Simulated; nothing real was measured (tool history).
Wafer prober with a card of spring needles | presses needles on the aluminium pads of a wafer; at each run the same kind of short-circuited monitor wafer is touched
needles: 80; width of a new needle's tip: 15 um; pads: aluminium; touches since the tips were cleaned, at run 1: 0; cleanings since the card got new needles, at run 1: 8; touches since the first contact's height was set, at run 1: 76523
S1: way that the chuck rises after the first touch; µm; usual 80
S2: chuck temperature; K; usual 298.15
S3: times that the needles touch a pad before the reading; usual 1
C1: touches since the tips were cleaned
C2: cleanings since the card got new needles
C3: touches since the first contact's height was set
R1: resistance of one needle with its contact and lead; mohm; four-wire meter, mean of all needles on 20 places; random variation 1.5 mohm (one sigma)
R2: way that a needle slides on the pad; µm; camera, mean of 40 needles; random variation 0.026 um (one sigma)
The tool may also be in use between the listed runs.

run	hour	S1	S2	S3	C1	C2	C3	R1	R2
1	0	80	298.15	1	0	8	76523	162	20.54
2	5.5	80	298.15	1	1591	8	78114	230	20.5
3	14.1	80	298.15	1	4038	8	80561	289	20.56
4	20.5	91	298.15	1	5872	8	82395	280	23.36
5	28.2	91	298.15	1	8084	8	84607	303	23.35
# hour 29.7: tips cleaned on abrasive film
6	38.3	80	339.15	1	2484	9	87491	247	20.45
7	48.4	80	298.15	1	5384	9	90391	312	20.51
8	55.4	80	298.15	1	7385	9	92392	343	20.51
# hour 59.3: tips cleaned on abrasive film
9	64.9	80	298.15	1	1603	10	95081	218	20.53
10	74.5	80	298.15	1	4351	10	97829	294	20.47
11	82	80	298.15	1	6506	10	99984	331	20.52
# hour 88.4: tips cleaned on abrasive film
12	88.4	80	337.15	1	0	11	101784	161	20.55
13	94	80	337.15	1	1606	11	103390	218	20.48
14	100.9	80	337.15	1	3608	11	105392	278	20.43
15	107.9	80	298.15	3	5619	11	107403	201	20.44
16	114.8	80	298.15	3	7585	11	109369	214	20.45
# hour 117.5: tips cleaned on abrasive film
17	122.9	80	298.15	3	1547	12	111673	167	20.47
18	128.9	80	298.15	3	3251	12	113377	186	20.48
19	134.4	80	298.15	1	4846	12	114972	305	20.46
20	143.1	87	298.15	2	7324	12	117450	241	22.23
# hour 147.3: tips cleaned on abrasive film
21	152.6	87	298.15	2	1508	13	120155	172	22.28
22	161.2	71	302.15	2	3984	13	122631	253	18.11
23	169.6	84	391.15	1	6392	13	125039	305	21.46
# hour 176.5: height of the first contact set anew
# hour 177.4: tips cleaned on abrasive film
24	177.9	84	391.15	1	157	14	386	178	21.62
25	182.4	75	369.15	1	1432	14	1661	231	19.28
26	188.3	65	334.15	3	3130	14	3359	219	16.74
27	195.8	65	334.15	3	5278	14	5507	237	16.74
28	200.6	61	338.15	2	6669	14	6898	337	15.7
# hour 206.9: tips cleaned on abrasive film
29	211.1	63	302.15	2	1208	15	9873	204	16.21
30	219.4	63	302.15	2	3602	15	12267	269	16.19
31	227.7	64	298.15	2	5985	15	14650	308	16.45
32	233.8	80	378.15	2	7713	15	16378	262	20.57
# hour 236.1: tips cleaned on abrasive film
33	240.1	60	312.15	2	1147	16	18168	215	15.41
34	248.1	69	306.15	3	3450	16	20471	209	17.73
35	256.4	82	298.15	2	5832	16	22853	247	21.09

3 ways to go on from here, each from the tool as it stands after run 35. What would each give?
A	265	82	298.15	1	8281	16	25302	?	?
B	265	80	325.15	1	8281	16	25302	?	?
C	265	100	307.15	3	8281	16	25302	?	?

run	R1	R2
A	353	21.05
B	353	20.58
C	188	25.73
Without the tool's hidden state the same runs would have given:
run	R1	R2
A	140	21.1
B	142	20.62
C	135	25.77

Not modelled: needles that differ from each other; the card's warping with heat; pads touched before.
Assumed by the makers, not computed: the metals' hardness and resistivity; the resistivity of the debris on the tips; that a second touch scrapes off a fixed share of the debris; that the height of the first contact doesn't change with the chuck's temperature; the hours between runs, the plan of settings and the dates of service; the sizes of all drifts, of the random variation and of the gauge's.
